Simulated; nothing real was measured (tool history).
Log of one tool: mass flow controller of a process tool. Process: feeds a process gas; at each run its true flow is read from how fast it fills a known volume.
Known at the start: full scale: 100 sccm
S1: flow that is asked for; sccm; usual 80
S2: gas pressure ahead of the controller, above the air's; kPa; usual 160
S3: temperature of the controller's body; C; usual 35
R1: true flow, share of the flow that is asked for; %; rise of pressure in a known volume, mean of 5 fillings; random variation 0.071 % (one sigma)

{"run": 1, "hour": 0.0, "S1": 80, "S2": 160, "S3": 35, "R1": 101.75}
{"run": 2, "hour": 284.9, "S1": 80, "S2": 160, "S3": 35, "R1": 101.6}
{"run": 3, "hour": 494.3, "S1": 80, "S2": 160, "S3": 35, "R1": 101.6}
{"run": 4, "hour": 722.6, "S1": 80, "S2": 160, "S3": 35, "R1": 101.76}
{"run": 5, "hour": 1007.1, "S1": 80, "S2": 160, "S3": 29, "R1": 102.13}
{"run": 6, "hour": 1176.3, "S1": 80, "S2": 160, "S3": 29, "R1": 102.15}
{"run": 7, "hour": 1483.7, "S1": 16, "S2": 160, "S3": 35, "R1": 103.16}
{"run": 8, "hour": 1718.6, "S1": 80, "S2": 160, "S3": 35, "R1": 101.94}
{"run": 9, "hour": 1855.4, "S1": 80, "S2": 160, "S3": 35, "R1": 101.92}
{"hour": 2130.1, "done": "controller's zero set anew"}
{"run": 10, "hour": 2130.1, "S1": 80, "S2": 160, "S3": 33, "R1": 102.29}
{"run": 11, "hour": 2397.3, "S1": 80, "S2": 160, "S3": 33, "R1": 102.29}
{"run": 12, "hour": 2634.2, "S1": 80, "S2": 227, "S3": 33, "R1": 102.08}
{"hour": 2869.5, "done": "controller's zero set anew, once more"}
{"run": 13, "hour": 2899.9, "S1": 80, "S2": 147, "S3": 33, "R1": 101.95}
{"run": 14, "hour": 3161.1, "S1": 80, "S2": 160, "S3": 35, "R1": 101.73}
{"run": 15, "hour": 3287.2, "S1": 80, "S2": 160, "S3": 35, "R1": 101.85}
{"run": 16, "hour": 3500.0, "S1": 80, "S2": 160, "S3": 35, "R1": 101.87}
{"hour": 3744.5, "done": "controller exchanged for a calibrated one"}
{"run": 17, "hour": 3792.4, "S1": 80, "S2": 160, "S3": 35, "R1": 99.59}

Forecast run 18:
{"run": 18, "hour": 3952.2, "S1": 80, "S2": 164, "S3": 36, "R1": "?"}

{"run 18": {"R1": 99.61}}
Without the tool's hidden state the same run would have given R1 99.49 %.

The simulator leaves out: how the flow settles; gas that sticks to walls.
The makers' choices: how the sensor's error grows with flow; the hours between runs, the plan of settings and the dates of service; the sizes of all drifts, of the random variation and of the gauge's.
